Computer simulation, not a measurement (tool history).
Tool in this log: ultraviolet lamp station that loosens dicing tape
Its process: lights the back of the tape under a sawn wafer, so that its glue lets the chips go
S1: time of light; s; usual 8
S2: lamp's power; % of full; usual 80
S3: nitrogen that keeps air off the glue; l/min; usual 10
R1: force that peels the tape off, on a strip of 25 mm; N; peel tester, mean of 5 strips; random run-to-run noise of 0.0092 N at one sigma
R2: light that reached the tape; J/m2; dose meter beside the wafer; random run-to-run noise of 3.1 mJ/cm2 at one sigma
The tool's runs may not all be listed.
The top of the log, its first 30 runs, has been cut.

run 31 hour=526 | S1=10 S2=64 S3=6 | R1=0.55 R2=4720
run 32 hour=543.6 | S1=7 S2=80 S3=5 | R1=0.871 R2=4100
run 33 hour=556.7 | S1=7 S2=80 S3=5 | R1=0.857 R2=4180
run 34 hour=581.6 | S1=6 S2=84 S3=5 | R1=1.033 R2=3700
run 35 hour=593.6 | S1=6 S2=84 S3=5 | R1=1.061 R2=3740
run 36 hour=616.5 | S1=8 S2=68 S3=13 | R1=0.421 R2=4010
run 37 hour=643.6 | S1=8 S2=91 S3=20 | R1=0.257 R2=5440
run 38 hour=661.1 | S1=10 S2=72 S3=9 | R1=0.363 R2=5340
run 39 hour=680.3 | S1=10 S2=72 S3=9 | R1=0.342 R2=5380
run 40 hour=705.9 | S1=5 S2=90 S3=3 | R1=1.767 R2=3320
run 41 hour=719.3 | S1=15 S2=80 S3=5 | R1=0.261 R2=8800
-- hour=726.9 window cleaned of glue's vapour
run 42 hour=731.2 | S1=8 S2=80 S3=10 | R1=0.392 R2=4760
run 43 hour=742.8 | S1=8 S2=80 S3=6 | R1=0.55 R2=4720

Alternative continuations, all from the tool just after run 43; predict every row:
run A hour=764.9 | S1=5 S2=88 S3=3 | R1=? R2=?
run B hour=764.9 | S1=9 S2=80 S3=6 | R1=? R2=?
run C hour=764.9 | S1=5 S2=72 S3=5 | R1=? R2=?
run D hour=764.9 | S1=8 S2=89 S3=10 | R1=? R2=?

run=A R1=1.757 R2=3280
run=B R1=0.463 R2=5370
run=C R1=1.754 R2=2650
run=D R1=0.32 R2=5250
Stripped of hidden state, with their random variation kept, the same runs would have yielded:
run=A R1=1.748 R2=3290
run=B R1=0.46 R2=5380
run=C R1=1.745 R2=2660
run=D R1=0.319 R2=5270
